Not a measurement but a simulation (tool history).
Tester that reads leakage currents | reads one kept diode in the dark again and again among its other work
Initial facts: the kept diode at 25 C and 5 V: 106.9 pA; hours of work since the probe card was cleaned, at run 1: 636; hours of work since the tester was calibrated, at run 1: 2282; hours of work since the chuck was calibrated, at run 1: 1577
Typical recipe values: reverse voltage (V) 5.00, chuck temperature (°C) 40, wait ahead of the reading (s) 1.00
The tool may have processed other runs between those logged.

run    hour  reverse voltage (V)  chuck temperature (°C)  wait ahead of the reading (s)  hours of work since the probe card was cleaned  hours of work since the tester was calibrated  hours of work since the chuck was calibrated  current that the tester gives (pA)
  1     0.0                 5.00                      40                           1.00                                             636                                           2282                                          1577                              321.40
  2   160.4                 5.00                      40                           1.00                                             740                                           2386                                          1681                              319.72
  3   303.9                 5.00                      40                           1.00                                             833                                           2479                                          1775                              316.30
  4   501.5                 5.00                      40                           1.00                                             962                                           2608                                          1903                              314.51
  5   632.3                 5.00                      40                           1.00                                            1047                                           2693                                          1988                              312.53
  6   763.1                 5.00                      40                           1.00                                            1132                                           2778                                          2073                              310.91
      835.4  -- probe card cleaned and baked
  7   958.4                 5.00                      40                           1.00                                              80                                           2903                                          2198                              304.19
  8  1190.6                 5.00                      40                           1.00                                             231                                           3054                                          2349                              302.39
  9  1321.5                 5.00                      41                           1.00                                             316                                           3139                                          2435                              321.97
     1418.8  -- chuck's temperature calibrated
 10  1489.6                 5.00                      41                           1.00                                             424                                           3247                                            46                              393.29
 11  1626.6                19.80                      41                           1.00                                             513                                           3336                                           135                              808.34
 12  1736.6                19.80                      41                           1.00                                             585                                           3408                                           207                              805.65
 13  1848.8                19.80                      41                           1.00                                             658                                           3481                                           280                              808.50
 14  1963.5                19.80                      41                           1.00                                             732                                           3555                                           354                              797.94
 15  2125.4                19.80                      41                           1.00                                             838                                           3661                                           459                              797.52
 16  2221.3                19.80                      41                           1.00                                             900                                           3723                                           522                              796.75
 17  2391.0                19.80                      41                           1.00                                            1010                                           3833                                           632                              787.89
 18  2550.0                 4.63                      40                           1.00                                            1114                                           3937                                           736                              339.02
     2658.2  -- probe card cleaned and baked
 19  2739.7                 5.00                      40                           1.00                                              53                                           4058                                           857                              343.12
 20  2842.5                 5.00                      40                           1.00                                             120                                           4125                                           924                              340.99
     2857.3  -- tester calibrated
 21  3063.0                 1.40                      27                           1.00                                             262                                            134                                          1066                               62.08
 22  3254.0                 5.00                      23                           1.42                                             386                                            258                                          1190                               86.26
 23  3380.2                 3.19                      40                           1.90                                             468                                            340                                          1272                              264.86
 24  3495.2                 8.87                      36                           1.00                                             543                                            415                                          1347                              335.01
     3613.9  -- tester calibrated, once more
 25  3697.7                 4.49                      33                           0.49                                             673                                             54                                          1477                              179.16
 26  3825.5                 3.91                      52                           2.57                                             757                                            138                                          1561                              687.03
 27  3984.3                 2.67                      21                           0.54                                             860                                            241                                          1664                               50.67
 28  4185.2                 2.67                      21                           0.54                                             990                                            372                                          1795                               50.71
 29  4413.7                 9.61                      28                           7.87                                            1139                                            520                                          1943                              178.70
     4478.7  -- probe card cleaned and baked
 30  4651.3                 9.61                      28                           7.87                                             112                                            673                                          2096                              167.06
 31  4886.2                 9.61                      28                           7.87                                             265                                            825                                          2248                              167.38
 32  5001.9                 1.19                      52                           7.03                                             340                                            901                                          2324                              349.68
 33  5188.8                 1.19                      52                           7.03                                             462                                           1022                                          2445                              345.12
     5279.3  -- chuck's temperature calibrated
 34  5301.3                 5.74                      20                           0.89                                             534                                           1094                                            14                               78.77
 35  5456.3                13.72                      40                           8.74                                             634                                           1195                                           115                              613.18
 36  5587.5                 1.80                      40                           0.79                                             720                                           1280                                           200                              209.00
 37  5821.5                 5.00                      34                           1.00                                             872                                           1432                                           353                              223.34
 38  6001.3                 5.00                      35                           1.60                                             989                                           1549                                           470                              239.87
 39  6134.9                 5.00                      35                           1.60                                            1076                                           1636                                           556                              238.61

What differs in the tool's unlogged condition from the final listed run ahead of each entry between runs to the first listed run following it?
Between runs 6 and 7: probe card cleaned and baked (hour 835.4)
  stray current of the dirty probe card, pA a volt: 0.988 -> 0.097; current scale over the true one, %: 0.86 -> 0.9; true chuck temperature over the reading, C: -2.05 -> -2.18
  measured value less the no-hidden-state value, current that the tester gives (pA): -43.95 -> -51.54
Between runs 9 and 10: chuck's temperature calibrated (hour 1418.8)
  stray current of the dirty probe card, pA a volt: 0.32 -> 0.417; current scale over the true one, %: 0.96 -> 0.99; true chuck temperature over the reading, C: -2.41 -> 0.11
  measured value less the no-hidden-state value, current that the tester gives (pA): -59.51 -> +9.18
Between runs 18 and 19: probe card cleaned and baked (hour 2658.2)
  stray current of the dirty probe card, pA a volt: 1.079 -> 0.067; current scale over the true one, %: 1.19 -> 1.22; true chuck temperature over the reading, C: -0.54 -> -0.65
  measured value less the no-hidden-state value, current that the tester gives (pA): -4.85 -> -12.94
Between runs 20 and 21: tester calibrated (hour 2857.3)
  stray current of the dirty probe card, pA a volt: 0.131 -> 0.261; current scale over the true one, %: 1.24 -> 1.74; true chuck temperature over the reading, C: -0.72 -> -0.86
  measured value less the no-hidden-state value, current that the tester gives (pA): -14.19 -> -3.08
Between runs 24 and 25: tester calibrated, once more (hour 3613.9)
  stray current of the dirty probe card, pA a volt: 0.515 -> 0.638; current scale over the true one, %: 1.82 -> -0.01; true chuck temperature over the reading, C: -1.13 -> -1.25
  measured value less the no-hidden-state value, current that the tester gives (pA): -19.72 -> -15.79
Between runs 29 and 30: probe card cleaned and baked (hour 4478.7)
  stray current of the dirty probe card, pA a volt: 1.08 -> 0.127; current scale over the true one, %: 0.12 -> 0.16; true chuck temperature over the reading, C: -1.71 -> -1.85
  measured value less the no-hidden-state value, current that the tester gives (pA): -15.08 -> -26.18
Between runs 33 and 34: chuck's temperature calibrated (hour 5279.3)
  stray current of the dirty probe card, pA a volt: 0.461 -> 0.527; current scale over the true one, %: 0.26 -> 0.28; true chuck temperature over the reading, C: -2.2 -> 0.05
  measured value less the no-hidden-state value, current that the tester gives (pA): -56.71 -> +3.44
